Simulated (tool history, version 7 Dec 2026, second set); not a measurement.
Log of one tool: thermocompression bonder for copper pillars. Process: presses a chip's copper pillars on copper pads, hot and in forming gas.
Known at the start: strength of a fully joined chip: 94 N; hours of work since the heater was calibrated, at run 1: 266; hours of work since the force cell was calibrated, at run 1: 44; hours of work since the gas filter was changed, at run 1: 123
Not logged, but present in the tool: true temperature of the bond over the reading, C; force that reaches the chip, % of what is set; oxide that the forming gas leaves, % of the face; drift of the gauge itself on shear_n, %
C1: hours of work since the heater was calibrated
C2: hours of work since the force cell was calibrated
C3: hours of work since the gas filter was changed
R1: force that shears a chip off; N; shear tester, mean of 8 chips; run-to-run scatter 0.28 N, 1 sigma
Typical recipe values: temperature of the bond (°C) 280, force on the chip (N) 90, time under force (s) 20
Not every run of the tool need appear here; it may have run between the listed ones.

run 1 hour=0.0 | temperature_of_the_bond_(°C)=280 force_on_the_chip_(N)=90 time_under_force_(s)=20 | C1=266 C2=44 C3=123 | R1=31.6
run 2 hour=21.4 | temperature_of_the_bond_(°C)=280 force_on_the_chip_(N)=90 time_under_force_(s)=11 | C1=279 C2=57 C3=136 | R1=24.2
run 3 hour=36.3 | temperature_of_the_bond_(°C)=280 force_on_the_chip_(N)=90 time_under_force_(s)=20 | C1=289 C2=67 C3=146 | R1=31.0
-- hour=38.7 forming gas filter changed
run 4 hour=52.3 | temperature_of_the_bond_(°C)=280 force_on_the_chip_(N)=90 time_under_force_(s)=20 | C1=298 C2=77 C3=9 | R1=33.8
run 5 hour=61.1 | temperature_of_the_bond_(°C)=280 force_on_the_chip_(N)=90 time_under_force_(s)=20 | C1=304 C2=82 C3=14 | R1=34.0
run 6 hour=80.4 | temperature_of_the_bond_(°C)=280 force_on_the_chip_(N)=90 time_under_force_(s)=20 | C1=316 C2=94 C3=26 | R1=33.2
run 7 hour=99.4 | temperature_of_the_bond_(°C)=280 force_on_the_chip_(N)=90 time_under_force_(s)=20 | C1=328 C2=106 C3=38 | R1=32.7
run 8 hour=116.8 | temperature_of_the_bond_(°C)=280 force_on_the_chip_(N)=90 time_under_force_(s)=16 | C1=339 C2=117 C3=49 | R1=30.4
run 9 hour=126.1 | temperature_of_the_bond_(°C)=280 force_on_the_chip_(N)=62 time_under_force_(s)=20 | C1=345 C2=123 C3=55 | R1=23.4
run 10 hour=139.8 | temperature_of_the_bond_(°C)=289 force_on_the_chip_(N)=70 time_under_force_(s)=15 | C1=353 C2=131 C3=64 | R1=26.6
run 11 hour=153.8 | temperature_of_the_bond_(°C)=263 force_on_the_chip_(N)=70 time_under_force_(s)=39 | C1=362 C2=140 C3=72 | R1=25.9
run 12 hour=168.3 | temperature_of_the_bond_(°C)=263 force_on_the_chip_(N)=70 time_under_force_(s)=39 | C1=371 C2=149 C3=81 | R1=25.1
run 13 hour=181.7 | temperature_of_the_bond_(°C)=254 force_on_the_chip_(N)=124 time_under_force_(s)=39 | C1=380 C2=158 C3=90 | R1=36.2

Measured minus without-hidden-state, run by run (identical run-to-run variation in each term; gauge scatter may differ):
run=1 R1=-1.7
run=2 R1=-1.4
run=3 R1=-2.1
run=4 R1=+0.7
run=5 R1=+0.6
run=6 R1=+0.4
run=7 R1=+0.2
run=8 R1=+0.1
run=9 R1=+0.0
run=10 R1=-0.2
run=11 R1=-0.2
run=12 R1=-0.3
run=13 R1=-0.7
